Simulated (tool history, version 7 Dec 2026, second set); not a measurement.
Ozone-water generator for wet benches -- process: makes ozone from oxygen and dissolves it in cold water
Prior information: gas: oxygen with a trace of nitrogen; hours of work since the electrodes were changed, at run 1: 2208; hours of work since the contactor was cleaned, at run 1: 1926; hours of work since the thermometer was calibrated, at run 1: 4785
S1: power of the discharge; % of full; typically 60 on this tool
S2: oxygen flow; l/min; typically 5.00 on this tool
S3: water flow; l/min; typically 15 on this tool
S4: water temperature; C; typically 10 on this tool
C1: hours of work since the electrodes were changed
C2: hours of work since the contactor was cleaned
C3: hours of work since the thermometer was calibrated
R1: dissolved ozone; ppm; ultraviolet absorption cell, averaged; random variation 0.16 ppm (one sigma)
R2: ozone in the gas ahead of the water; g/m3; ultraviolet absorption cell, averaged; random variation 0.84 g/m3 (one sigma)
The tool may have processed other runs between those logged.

Run 1, hour 0.0: usual settings; C1 2208; C2 1926; C3 4785. Result: R1 19.1 ppm, R2 132.3 g/m3.
Run 2, hour 131.0: usual settings but S3 12 l/min; C1 2288; C2 2006; C3 4865. Result: R1 22.5 ppm, R2 132.1 g/m3.
Run 3, hour 265.0: usual settings but S3 12 l/min; C1 2369; C2 2088; C3 4947. Result: R1 22.3 ppm, R2 132.1 g/m3.
Run 4, hour 342.6: usual settings; C1 2417; C2 2135; C3 4994. Result: R1 19.1 ppm, R2 132.5 g/m3.
Run 5, hour 436.9: usual settings; C1 2474; C2 2193; C3 5051. Result: R1 19.2 ppm, R2 131.9 g/m3.
At hour 502.7: water thermometer calibrated.
Run 6, hour 588.3: usual settings but S1 66 % of full; C1 2566; C2 2285; C3 52. Result: R1 20.5 ppm, R2 142.1 g/m3.
Run 7, hour 743.2: usual settings but S1 66 % of full; C1 2660; C2 2379; C3 147. Result: R1 20.4 ppm, R2 140.2 g/m3.
Run 8, hour 869.0: usual settings but S1 66 % of full; C1 2737; C2 2456; C3 223. Result: R1 20.3 ppm, R2 140.9 g/m3.
Run 9, hour 1033.2: usual settings; C1 2837; C2 2556; C3 323. Result: R1 18.9 ppm, R2 131.0 g/m3.
Run 10, hour 1126.9: usual settings but S4 11 C; C1 2894; C2 2613; C3 381. Result: R1 18.5 ppm, R2 132.4 g/m3.
At hour 1249.2: water thermometer calibrated, once more.
Run 11, hour 1281.5: usual settings but S1 85 % of full, S2 2.84 l/min, S3 14 l/min, S4 7 C; C1 2988; C2 2707; C3 20. Result: R1 27.6 ppm, R2 244.7 g/m3.
Run 12, hour 1388.5: usual settings but S1 85 % of full, S2 2.84 l/min, S3 14 l/min, S4 7 C; C1 3053; C2 2772; C3 85. Result: R1 27.1 ppm, R2 243.6 g/m3.
Run 13, hour 1464.8: usual settings but S1 85 % of full, S2 4.96 l/min, S3 21 l/min, S4 16 C; C1 3100; C2 2819; C3 131. Result: R1 17.4 ppm, R2 172.2 g/m3.
Run 14, hour 1598.3: usual settings but S1 85 % of full, S2 4.96 l/min, S3 21 l/min, S4 16 C; C1 3181; C2 2900; C3 213. Result: R1 17.2 ppm, R2 172.1 g/m3.
Run 15, hour 1757.9: usual settings but S1 85 % of full, S2 4.96 l/min, S3 21 l/min, S4 16 C; C1 3279; C2 2997; C3 310. Result: R1 17.6 ppm, R2 171.6 g/m3.
Run 16, hour 1911.6: usual settings but S1 85 % of full, S2 4.96 l/min, S3 11 l/min, S4 17 C; C1 3372; C2 3091; C3 404. Result: R1 26.7 ppm, R2 170.8 g/m3.
Run 17, hour 2008.5: usual settings but S1 62 % of full, S2 4.96 l/min, S3 16 l/min, S4 17 C; C1 3431; C2 3150; C3 463. Result: R1 16.3 ppm, R2 133.1 g/m3.
Run 18, hour 2081.1: usual settings but S1 82 % of full, S2 7.09 l/min, S3 11 l/min, S4 5 C; C1 3476; C2 3194; C3 507. Result: R1 30.4 ppm, R2 132.9 g/m3.

Below, some changes in R1 between adjacent runs. For each, the amount present without the hidden state too (settings, incoming material, random variation) and the amount remaining for the hidden state with gauge scatter not shared by both compared results:
The hidden state here: yield of the discharge, % of new electrodes'; contactor's efficiency, % of a clean one's; true water temperature over the reading, C; drift of the gauge itself on ozone_ppm, %; drift of the gauge itself on gas_g_m3, %.
Run 17 -> 18: S1 62 -> 82, S2 4.96 -> 7.09, S3 16 -> 11, S4 17 -> 5. R1 +14.1 ppm: hidden state -1.0, all else +15.1.
